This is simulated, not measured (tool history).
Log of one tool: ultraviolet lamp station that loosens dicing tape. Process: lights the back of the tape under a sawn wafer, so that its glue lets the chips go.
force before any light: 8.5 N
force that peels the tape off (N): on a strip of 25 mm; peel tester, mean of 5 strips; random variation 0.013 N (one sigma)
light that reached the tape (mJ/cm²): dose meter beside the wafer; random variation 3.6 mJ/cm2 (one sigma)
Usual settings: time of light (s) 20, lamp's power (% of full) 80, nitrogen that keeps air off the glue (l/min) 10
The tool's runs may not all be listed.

run,hour,time of light (s),lamp's power (% of full),nitrogen that keeps air off the glue (l/min),force that peels the tape off (N),light that reached the tape (mJ/cm²)
1,0.0,20,80,10,0.868,501
2,4.8,20,64,10,1.353,397
3,11.4,20,80,10,0.884,496
4,20.1,20,80,10,0.909,490
5,26.4,20,80,10,0.892,489
6,31.6,20,80,10,0.938,488
7,40.4,20,80,10,0.919,489
8,46.7,20,89,10,0.746,537
9,55.4,20,89,10,0.723,538
10,63.6,20,61,10,1.594,365
11,73.1,20,61,10,1.550,366
12,78.7,20,61,10,1.560,371
13,86.4,10,61,10,3.676,180
# hour 93.8: window cleaned of glue's vapour
14,93.9,20,68,10,0.969,468
15,103.7,20,68,10,0.992,463
16,111.8,20,68,10,1.034,459
17,120.2,20,68,10,1.063,465
18,124.3,20,68,10,1.006,458
19,130.8,20,69,10,1.037,463
20,138.2,20,69,10,1.032,469
21,147.4,20,69,10,1.010,464
22,152.3,20,69,10,0.997,459
23,161.6,20,67,19,0.768,448
24,171.4,20,67,19,0.758,444
25,180.2,20,73,10,0.908,481
26,189.0,13,65,8,2.534,279
27,197.1,20,88,6,0.935,574
28,206.1,25,65,4,1.447,529
29,215.4,17,65,4,2.504,360
30,219.6,34,65,3,0.976,719
31,227.7,17,68,3,2.693,376
32,235.2,17,68,3,2.682,372
33,242.8,13,76,4,2.812,318
34,247.2,13,76,4,2.883,321
35,254.1,18,91,4,1.426,520
36,262.4,18,91,4,1.390,519
37,268.6,18,91,4,1.487,522
38,275.4,18,66,4,2.410,375
39,280.3,18,66,4,2.383,373
40,284.7,20,80,6,1.215,504
41,288.9,24,80,6,0.825,612
42,293.4,37,74,6,0.360,856
43,297.6,20,61,18,1.111,384
44,303.3,21,64,8,1.377,421

The same runs without the tool's hidden state, with the same run-to-run variation:
The hidden state here: lamp's light, % of a new lamp's; light that the window lets through, % of a clean one's; drift of the gauge itself on peel_n, %; drift of the gauge itself on dose_mj_cm2, %.
run,force that peels the tape off (N),light that reached the tape (mJ/cm²)
1,0.576,604
2,0.945,479
3,0.574,600
4,0.590,596
5,0.573,597
6,0.597,597
7,0.581,600
8,0.456,663
9,0.437,666
10,1.078,453
11,1.040,456
12,1.040,463
13,2.963,227
14,0.810,510
15,0.825,506
16,0.851,505
17,0.869,513
18,0.821,506
19,0.839,513
20,0.827,521
21,0.802,518
22,0.789,514
23,0.587,504
24,0.574,501
25,0.691,545
26,2.149,318
27,0.698,657
28,1.128,607
29,2.087,415
30,0.716,830
31,2.251,435
32,2.233,433
33,2.354,372
34,2.408,376
35,1.068,612
36,1.031,613
37,1.099,617
38,1.912,445
39,1.886,444
40,0.858,600
41,0.553,731
42,0.232,1025
43,0.761,460
44,0.974,506

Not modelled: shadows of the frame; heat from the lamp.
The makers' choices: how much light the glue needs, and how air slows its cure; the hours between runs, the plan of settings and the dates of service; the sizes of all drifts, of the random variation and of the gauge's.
